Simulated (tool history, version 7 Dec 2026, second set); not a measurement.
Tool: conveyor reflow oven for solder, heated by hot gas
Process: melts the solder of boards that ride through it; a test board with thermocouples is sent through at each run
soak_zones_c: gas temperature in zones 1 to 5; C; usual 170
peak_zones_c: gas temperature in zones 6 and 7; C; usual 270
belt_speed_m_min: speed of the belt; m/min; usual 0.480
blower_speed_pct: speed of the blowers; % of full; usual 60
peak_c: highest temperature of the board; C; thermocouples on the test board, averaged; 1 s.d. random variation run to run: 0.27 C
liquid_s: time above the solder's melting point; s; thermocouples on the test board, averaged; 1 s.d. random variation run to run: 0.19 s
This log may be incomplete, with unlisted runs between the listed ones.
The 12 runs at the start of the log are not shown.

{"run": 13, "hour": 178.7, "soak_zones_c": 170, "peak_zones_c": 270, "belt_speed_m_min": 0.494, "blower_speed_pct": 60, "peak_c": 256.4, "liquid_s": 56.3}
{"run": 14, "hour": 191.4, "soak_zones_c": 179, "peak_zones_c": 270, "belt_speed_m_min": 0.48, "blower_speed_pct": 60, "peak_c": 258.0, "liquid_s": 62.5}
{"run": 15, "hour": 201.3, "soak_zones_c": 179, "peak_zones_c": 270, "belt_speed_m_min": 0.48, "blower_speed_pct": 60, "peak_c": 258.0, "liquid_s": 62.5}
{"run": 16, "hour": 218.9, "soak_zones_c": 155, "peak_zones_c": 271, "belt_speed_m_min": 0.484, "blower_speed_pct": 52, "peak_c": 253.3, "liquid_s": 50.7}
{"run": 17, "hour": 231.2, "soak_zones_c": 165, "peak_zones_c": 282, "belt_speed_m_min": 0.48, "blower_speed_pct": 60, "peak_c": 267.1, "liquid_s": 62.7}
{"run": 18, "hour": 241.9, "soak_zones_c": 158, "peak_zones_c": 271, "belt_speed_m_min": 0.5, "blower_speed_pct": 75, "peak_c": 257.7, "liquid_s": 54.1}
{"run": 19, "hour": 261.4, "soak_zones_c": 162, "peak_zones_c": 271, "belt_speed_m_min": 0.535, "blower_speed_pct": 66, "peak_c": 254.1, "liquid_s": 48.2}
{"run": 20, "hour": 278.9, "soak_zones_c": 158, "peak_zones_c": 279, "belt_speed_m_min": 0.535, "blower_speed_pct": 75, "peak_c": 262.5, "liquid_s": 52.6}
{"run": 21, "hour": 291.2, "soak_zones_c": 170, "peak_zones_c": 270, "belt_speed_m_min": 0.534, "blower_speed_pct": 51, "peak_c": 250.9, "liquid_s": 47.9}
{"run": 22, "hour": 308.9, "soak_zones_c": 174, "peak_zones_c": 268, "belt_speed_m_min": 0.434, "blower_speed_pct": 72, "peak_c": 260.9, "liquid_s": 69.9}
{"run": 23, "hour": 324.7, "soak_zones_c": 184, "peak_zones_c": 274, "belt_speed_m_min": 0.398, "blower_speed_pct": 72, "peak_c": 268.2, "liquid_s": 84.5}
{"run": 24, "hour": 338.9, "soak_zones_c": 156, "peak_zones_c": 263, "belt_speed_m_min": 0.474, "blower_speed_pct": 67, "peak_c": 250.0, "liquid_s": 51.6}
{"run": 25, "hour": 350.2, "soak_zones_c": 172, "peak_zones_c": 263, "belt_speed_m_min": 0.479, "blower_speed_pct": 60, "peak_c": 250.2, "liquid_s": 55.5}
{"run": 26, "hour": 364.4, "soak_zones_c": 160, "peak_zones_c": 261, "belt_speed_m_min": 0.436, "blower_speed_pct": 60, "peak_c": 250.3, "liquid_s": 57.1}
{"run": 27, "hour": 378.4, "soak_zones_c": 159, "peak_zones_c": 265, "belt_speed_m_min": 0.542, "blower_speed_pct": 62, "peak_c": 246.5, "liquid_s": 41.7}
{"run": 28, "hour": 391.3, "soak_zones_c": 161, "peak_zones_c": 270, "belt_speed_m_min": 0.487, "blower_speed_pct": 60, "peak_c": 254.8, "liquid_s": 53.9}
{"run": 29, "hour": 402.7, "soak_zones_c": 161, "peak_zones_c": 279, "belt_speed_m_min": 0.487, "blower_speed_pct": 60, "peak_c": 263.2, "liquid_s": 58.7}
{"run": 30, "hour": 414.5, "soak_zones_c": 161, "peak_zones_c": 284, "belt_speed_m_min": 0.487, "blower_speed_pct": 60, "peak_c": 268.0, "liquid_s": 61.0}

Branching from run 30: 5 alternative next runs. What would each branch give?
{"run": "A", "hour": 429.5, "soak_zones_c": 170, "peak_zones_c": 281, "belt_speed_m_min": 0.48, "blower_speed_pct": 60, "peak_c": "?", "liquid_s": "?"}
{"run": "B", "hour": 429.5, "soak_zones_c": 161, "peak_zones_c": 278, "belt_speed_m_min": 0.487, "blower_speed_pct": 66, "peak_c": "?", "liquid_s": "?"}
{"run": "C", "hour": 429.5, "soak_zones_c": 175, "peak_zones_c": 284, "belt_speed_m_min": 0.505, "blower_speed_pct": 60, "peak_c": "?", "liquid_s": "?"}
{"run": "D", "hour": 429.5, "soak_zones_c": 170, "peak_zones_c": 270, "belt_speed_m_min": 0.48, "blower_speed_pct": 60, "peak_c": "?", "liquid_s": "?"}
{"run": "E", "hour": 429.5, "soak_zones_c": 176, "peak_zones_c": 284, "belt_speed_m_min": 0.487, "blower_speed_pct": 60, "peak_c": "?", "liquid_s": "?"}

run=A peak_c=266.9 liquid_s=64.2
run=B peak_c=263.3 liquid_s=59.2
run=C peak_c=268.0 liquid_s=62.9
run=D peak_c=256.7 liquid_s=58.8
run=E peak_c=269.5 liquid_s=66.5
Without the tool's unlogged condition, the same runs would have read:
run=A peak_c=266.3 liquid_s=63.5
run=B peak_c=262.9 liquid_s=58.6
run=C peak_c=267.5 liquid_s=62.2
run=D peak_c=256.1 liquid_s=58.1
run=E peak_c=268.9 liquid_s=65.7

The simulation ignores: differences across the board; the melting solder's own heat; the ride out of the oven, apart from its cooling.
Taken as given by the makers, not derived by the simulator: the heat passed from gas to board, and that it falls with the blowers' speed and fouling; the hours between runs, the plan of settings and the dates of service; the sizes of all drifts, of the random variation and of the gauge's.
